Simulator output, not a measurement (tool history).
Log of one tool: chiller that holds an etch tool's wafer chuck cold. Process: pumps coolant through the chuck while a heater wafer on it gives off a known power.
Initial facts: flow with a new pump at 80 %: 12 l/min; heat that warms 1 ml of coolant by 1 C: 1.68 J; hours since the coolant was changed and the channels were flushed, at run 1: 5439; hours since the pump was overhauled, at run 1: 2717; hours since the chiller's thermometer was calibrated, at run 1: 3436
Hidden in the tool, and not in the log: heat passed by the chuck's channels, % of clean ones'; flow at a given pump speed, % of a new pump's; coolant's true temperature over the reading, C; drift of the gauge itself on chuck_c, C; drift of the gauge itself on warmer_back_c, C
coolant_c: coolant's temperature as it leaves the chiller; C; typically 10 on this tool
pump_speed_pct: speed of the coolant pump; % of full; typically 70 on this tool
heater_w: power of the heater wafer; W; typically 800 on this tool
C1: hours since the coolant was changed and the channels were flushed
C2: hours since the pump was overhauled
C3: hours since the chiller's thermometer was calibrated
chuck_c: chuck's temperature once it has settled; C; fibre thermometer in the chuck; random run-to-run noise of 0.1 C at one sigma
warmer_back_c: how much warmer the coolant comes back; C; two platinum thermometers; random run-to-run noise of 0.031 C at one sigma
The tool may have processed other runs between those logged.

{"run": 1, "day": 0.0, "coolant_c": 10, "pump_speed_pct": 70, "heater_w": 800, "C1": 5439, "C2": 2717, "C3": 3436, "chuck_c": 18.9, "warmer_back_c": 2.75}
{"run": 2, "day": 4.275, "coolant_c": 10, "pump_speed_pct": 70, "heater_w": 800, "C1": 5541, "C2": 2820, "C3": 3539, "chuck_c": 18.7, "warmer_back_c": 2.84}
{"run": 3, "day": 7.175, "coolant_c": 10, "pump_speed_pct": 70, "heater_w": 800, "C1": 5611, "C2": 2890, "C3": 3608, "chuck_c": 18.7, "warmer_back_c": 2.74}
{"run": 4, "day": 9.7, "coolant_c": 10, "pump_speed_pct": 70, "heater_w": 800, "C1": 5671, "C2": 2950, "C3": 3669, "chuck_c": 18.8, "warmer_back_c": 2.84}
{"run": 5, "day": 13.112, "coolant_c": 10, "pump_speed_pct": 68, "heater_w": 800, "C1": 5753, "C2": 3032, "C3": 3751, "chuck_c": 19.0, "warmer_back_c": 2.89}
{"run": 6, "day": 15.904, "coolant_c": 10, "pump_speed_pct": 70, "heater_w": 800, "C1": 5820, "C2": 3099, "C3": 3818, "chuck_c": 18.7, "warmer_back_c": 2.79}
{"run": 7, "day": 18.808, "coolant_c": 10, "pump_speed_pct": 70, "heater_w": 800, "C1": 5890, "C2": 3169, "C3": 3887, "chuck_c": 18.9, "warmer_back_c": 2.76}
{"run": 8, "day": 21.333, "coolant_c": 10, "pump_speed_pct": 70, "heater_w": 800, "C1": 5951, "C2": 3229, "C3": 3948, "chuck_c": 18.8, "warmer_back_c": 2.74}
{"run": 9, "day": 25.8, "coolant_c": 10, "pump_speed_pct": 70, "heater_w": 800, "C1": 6058, "C2": 3337, "C3": 4055, "chuck_c": 18.9, "warmer_back_c": 2.74}
{"run": 10, "day": 28.888, "coolant_c": 10, "pump_speed_pct": 70, "heater_w": 800, "C1": 6132, "C2": 3411, "C3": 4129, "chuck_c": 18.7, "warmer_back_c": 2.83}
{"run": 11, "day": 31.629, "coolant_c": 10, "pump_speed_pct": 70, "heater_w": 800, "C1": 6198, "C2": 3477, "C3": 4195, "chuck_c": 18.8, "warmer_back_c": 2.78}
{"run": 12, "day": 34.462, "coolant_c": 10, "pump_speed_pct": 60, "heater_w": 800, "C1": 6266, "C2": 3545, "C3": 4263, "chuck_c": 20.1, "warmer_back_c": 3.25}
{"day": 35.458, "done": "chiller's thermometer calibrated"}
{"run": 13, "day": 36.821, "coolant_c": 10, "pump_speed_pct": 70, "heater_w": 800, "C1": 6321, "C2": 3600, "C3": 33, "chuck_c": 18.8, "warmer_back_c": 2.75}
{"run": 14, "day": 39.879, "coolant_c": 10, "pump_speed_pct": 70, "heater_w": 800, "C1": 6395, "C2": 3674, "C3": 106, "chuck_c": 18.9, "warmer_back_c": 2.78}
{"run": 15, "day": 44.371, "coolant_c": 10, "pump_speed_pct": 70, "heater_w": 800, "C1": 6503, "C2": 3781, "C3": 214, "chuck_c": 18.9, "warmer_back_c": 2.76}
{"day": 45.846, "done": "coolant changed, channels flushed"}
{"run": 16, "day": 49.675, "coolant_c": 10, "pump_speed_pct": 70, "heater_w": 800, "C1": 92, "C2": 3903, "C3": 335, "chuck_c": 18.7, "warmer_back_c": 2.76}
{"run": 17, "day": 52.833, "coolant_c": 10, "pump_speed_pct": 70, "heater_w": 800, "C1": 168, "C2": 3978, "C3": 411, "chuck_c": 18.9, "warmer_back_c": 2.72}
{"run": 18, "day": 58.317, "coolant_c": 10, "pump_speed_pct": 70, "heater_w": 800, "C1": 299, "C2": 4110, "C3": 543, "chuck_c": 18.9, "warmer_back_c": 2.8}
{"run": 19, "day": 62.242, "coolant_c": 10, "pump_speed_pct": 70, "heater_w": 800, "C1": 394, "C2": 4204, "C3": 637, "chuck_c": 18.8, "warmer_back_c": 2.79}
{"run": 20, "day": 65.912, "coolant_c": 8, "pump_speed_pct": 75, "heater_w": 530, "C1": 482, "C2": 4292, "C3": 725, "chuck_c": 13.6, "warmer_back_c": 1.72}
{"run": 21, "day": 70.308, "coolant_c": 8, "pump_speed_pct": 75, "heater_w": 530, "C1": 587, "C2": 4398, "C3": 830, "chuck_c": 13.6, "warmer_back_c": 1.69}
{"run": 22, "day": 72.925, "coolant_c": 7, "pump_speed_pct": 70, "heater_w": 527, "C1": 650, "C2": 4461, "C3": 893, "chuck_c": 12.7, "warmer_back_c": 1.82}
{"run": 23, "day": 78.362, "coolant_c": 7, "pump_speed_pct": 70, "heater_w": 527, "C1": 780, "C2": 4591, "C3": 1024, "chuck_c": 12.9, "warmer_back_c": 1.82}
{"run": 24, "day": 83.317, "coolant_c": 10, "pump_speed_pct": 82, "heater_w": 800, "C1": 899, "C2": 4710, "C3": 1143, "chuck_c": 17.7, "warmer_back_c": 2.38}
{"run": 25, "day": 88.912, "coolant_c": 15, "pump_speed_pct": 73, "heater_w": 501, "C1": 1034, "C2": 4844, "C3": 1277, "chuck_c": 20.3, "warmer_back_c": 1.66}
{"run": 26, "day": 91.454, "coolant_c": 2, "pump_speed_pct": 85, "heater_w": 1033, "C1": 1095, "C2": 4905, "C3": 1338, "chuck_c": 11.6, "warmer_back_c": 2.85}
{"run": 27, "day": 96.529, "coolant_c": 10, "pump_speed_pct": 65, "heater_w": 767, "C1": 1216, "C2": 5027, "C3": 1460, "chuck_c": 19.0, "warmer_back_c": 2.91}
{"run": 28, "day": 98.95, "coolant_c": 12, "pump_speed_pct": 62, "heater_w": 767, "C1": 1274, "C2": 5085, "C3": 1518, "chuck_c": 21.3, "warmer_back_c": 3.06}
{"run": 29, "day": 102.596, "coolant_c": 14, "pump_speed_pct": 93, "heater_w": 614, "C1": 1362, "C2": 5173, "C3": 1605, "chuck_c": 19.4, "warmer_back_c": 1.57}
{"run": 30, "day": 106.867, "coolant_c": 14, "pump_speed_pct": 65, "heater_w": 614, "C1": 1465, "C2": 5275, "C3": 1708, "chuck_c": 21.4, "warmer_back_c": 2.3}
{"run": 31, "day": 110.592, "coolant_c": 4, "pump_speed_pct": 71, "heater_w": 800, "C1": 1554, "C2": 5365, "C3": 1797, "chuck_c": 12.5, "warmer_back_c": 2.73}
{"run": 32, "day": 113.496, "coolant_c": 4, "pump_speed_pct": 71, "heater_w": 800, "C1": 1624, "C2": 5434, "C3": 1867, "chuck_c": 12.7, "warmer_back_c": 2.7}

What if the next run were any one of these 4? Each begins from the tool's condition after run 32:
{"run": "A", "day": 118.504, "coolant_c": 4, "pump_speed_pct": 68, "heater_w": 800, "C1": 1744, "C2": 5555, "C3": 1987, "chuck_c": "?", "warmer_back_c": "?"}
{"run": "B", "day": 118.504, "coolant_c": 10, "pump_speed_pct": 70, "heater_w": 501, "C1": 1744, "C2": 5555, "C3": 1987, "chuck_c": "?", "warmer_back_c": "?"}
{"run": "C", "day": 118.504, "coolant_c": 18, "pump_speed_pct": 71, "heater_w": 1116, "C1": 1744, "C2": 5555, "C3": 1987, "chuck_c": "?", "warmer_back_c": "?"}
{"run": "D", "day": 118.504, "coolant_c": 10, "pump_speed_pct": 66, "heater_w": 800, "C1": 1744, "C2": 5555, "C3": 1987, "chuck_c": "?", "warmer_back_c": "?"}

run=A chuck_c=13.1 warmer_back_c=2.88
run=B chuck_c=15.5 warmer_back_c=1.72
run=C chuck_c=30.1 warmer_back_c=3.77
run=D chuck_c=19.2 warmer_back_c=2.98
With no hidden state in the tool, these same runs would have given:
run=A chuck_c=13.1 warmer_back_c=2.88
run=B chuck_c=15.5 warmer_back_c=1.72
run=C chuck_c=30.1 warmer_back_c=3.77
run=D chuck_c=19.2 warmer_back_c=2.97
